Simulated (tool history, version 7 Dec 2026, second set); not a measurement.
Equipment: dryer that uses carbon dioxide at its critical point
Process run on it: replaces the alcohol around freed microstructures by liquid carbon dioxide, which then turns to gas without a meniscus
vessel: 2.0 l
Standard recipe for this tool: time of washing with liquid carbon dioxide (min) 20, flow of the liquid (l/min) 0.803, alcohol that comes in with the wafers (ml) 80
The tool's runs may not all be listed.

run,hour,time of washing with liquid carbon dioxide (min),flow of the liquid (l/min),alcohol that comes in with the wafers (ml),alcohol left in the vessel before it's heated (ppm by volume)
1,0,20,0.803,80,220
2,47.7,20,0.803,119,260
3,104.2,29,0.803,80,213
4,153.5,20,0.803,37,232
# hour 161.7: inlet filter changed
5,178.1,20,0.803,80,248
6,210,20,0.803,80,241
7,249.2,20,0.803,80,249
8,277.9,20,0.803,80,267
9,329,20,0.803,37,249
10,373.1,20,0.803,37,258
11,411.1,20,0.973,80,259
12,464.5,20,0.973,80,270
13,506.9,20,0.973,80,279
14,543.4,20,0.627,80,446
# hour 575.7: purifier's bed changed
15,576.3,20,0.627,80,153
16,630.7,20,0.627,80,164
17,657.4,20,0.627,80,169
18,685.5,20,0.627,80,172
19,727.2,20,0.627,80,195
20,755.1,20,0.627,80,186
21,796.8,20,0.627,22,95
22,841.7,20,0.803,80,91
23,874.9,20,0.803,80,86
24,903.5,20,0.803,80,95
25,934.4,20,0.803,80,96
26,975.7,20,0.803,80,104
27,1022.3,20,0.803,69,117
28,1067,20,0.803,69,110
29,1104.5,20,0.644,26,143
30,1130.5,31,0.536,80,125
31,1166,27,1.234,87,105
32,1191.7,24,0.876,30,108
# hour 1200.9: inlet filter changed
33,1236.5,20,1.242,80,108
34,1282.2,20,1.242,80,113
35,1340.5,12,0.714,80,971
36,1399.3,27,0.706,76,137
37,1447.4,14,0.494,70,1717
38,1492.7,14,0.494,70,1728
39,1550.8,20,1.034,28,156
40,1583.3,12,1.034,28,217
41,1616.6,12,1.034,28,231
42,1664.8,15,0.564,50,768
43,1690.4,15,0.564,50,770
44,1719.7,20,0.884,26,194
45,1770.3,19,0.884,65,218
46,1820.9,19,0.884,65,222

Branching from run 46: 3 alternative next runs. What would each branch give?
A,1868,23,0.803,67,?
B,1868,20,1.21,65,?
C,1868,20,0.802,82,?

run,alcohol left in the vessel before it's heated (ppm by volume)
A,220
B,205
C,242
Without the tool's unlogged condition, the same runs would have read:
run,alcohol left in the vessel before it's heated (ppm by volume)
A,9
B,3
C,24
